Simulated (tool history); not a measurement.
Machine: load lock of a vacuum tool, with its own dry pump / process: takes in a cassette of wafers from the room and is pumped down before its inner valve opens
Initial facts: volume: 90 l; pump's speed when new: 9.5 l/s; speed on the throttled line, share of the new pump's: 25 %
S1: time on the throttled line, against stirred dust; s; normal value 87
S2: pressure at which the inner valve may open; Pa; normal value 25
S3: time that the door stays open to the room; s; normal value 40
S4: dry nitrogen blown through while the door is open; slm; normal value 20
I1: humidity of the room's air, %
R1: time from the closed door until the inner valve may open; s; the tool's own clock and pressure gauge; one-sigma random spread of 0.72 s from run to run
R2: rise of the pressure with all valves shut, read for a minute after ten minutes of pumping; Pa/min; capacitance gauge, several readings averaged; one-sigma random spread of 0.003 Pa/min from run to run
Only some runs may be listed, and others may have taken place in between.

run 1 day=0.000 | S1=87 S2=25 S3=40 S4=20 | I1=46.6 | R1=144.8 R2=0.029
run 2 day=12.383 | S1=96 S2=25 S3=40 S4=20 | I1=47.3 | R1=153.3 R2=0.026
run 3 day=19.383 | S1=96 S2=25 S3=40 S4=20 | I1=40.1 | R1=151.9 R2=0.035
run 4 day=29.425 | S1=96 S2=25 S3=40 S4=20 | I1=44.6 | R1=152.7 R2=0.032
run 5 day=36.471 | S1=96 S2=25 S3=49 S4=20 | I1=47.3 | R1=152.1 R2=0.036
run 6 day=42.867 | S1=96 S2=25 S3=41 S4=20 | I1=43.9 | R1=154.2 R2=0.037
run 7 day=52.300 | S1=96 S2=25 S3=41 S4=20 | I1=46.1 | R1=153.7 R2=0.033
run 8 day=63.533 | S1=96 S2=25 S3=41 S4=20 | I1=45.3 | R1=153.4 R2=0.041
run 9 day=73.238 | S1=96 S2=20 S3=41 S4=20 | I1=44.2 | R1=155.7 R2=0.039
run 10 day=85.483 | S1=96 S2=20 S3=41 S4=20 | I1=44.2 | R1=156.5 R2=0.048
run 11 day=95.612 | S1=92 S2=34 S3=105 S4=15 | I1=40.8 | R1=147.2 R2=0.054
run 12 day=104.783 | S1=171 S2=20 S3=53 S4=23 | I1=44.0 | R1=210.6 R2=0.042
run 13 day=113.288 | S1=171 S2=20 S3=53 S4=23 | I1=50.2 | R1=210.2 R2=0.046
run 14 day=119.446 | S1=171 S2=20 S3=53 S4=23 | I1=44.9 | R1=212.3 R2=0.049
run 15 day=131.262 | S1=71 S2=20 S3=54 S4=7 | I1=46.7 | R1=138.2 R2=0.059
run 16 day=137.850 | S1=87 S2=25 S3=40 S4=9 | I1=49.1 | R1=148.1 R2=0.058
run 17 day=147.338 | S1=87 S2=25 S3=40 S4=9 | I1=41.4 | R1=147.7 R2=0.054
run 18 day=157.338 | S1=87 S2=25 S3=49 S4=31 | I1=42.5 | R1=148.5 R2=0.045

How would selected steps in R1 from run to run divide? Give the signed amount a tool lacking its hidden state would still show from settings, what came in and random variation, and the signed amount left for the hidden state, including any gauge scatter that is not in both of the compared results.
Unlogged tool condition in this case: pump's speed, % of a new pump's; leak at the door's seal, Pa l/s; drift of the gauge itself on ready_s, %; drift of the gauge itself on rise_pa_min, %.
Run 14 -> 15: S1 171 -> 71, S3 53 -> 54, S4 23 -> 7. R1 -74.1 s: hidden state +2.0, all else -76.1.

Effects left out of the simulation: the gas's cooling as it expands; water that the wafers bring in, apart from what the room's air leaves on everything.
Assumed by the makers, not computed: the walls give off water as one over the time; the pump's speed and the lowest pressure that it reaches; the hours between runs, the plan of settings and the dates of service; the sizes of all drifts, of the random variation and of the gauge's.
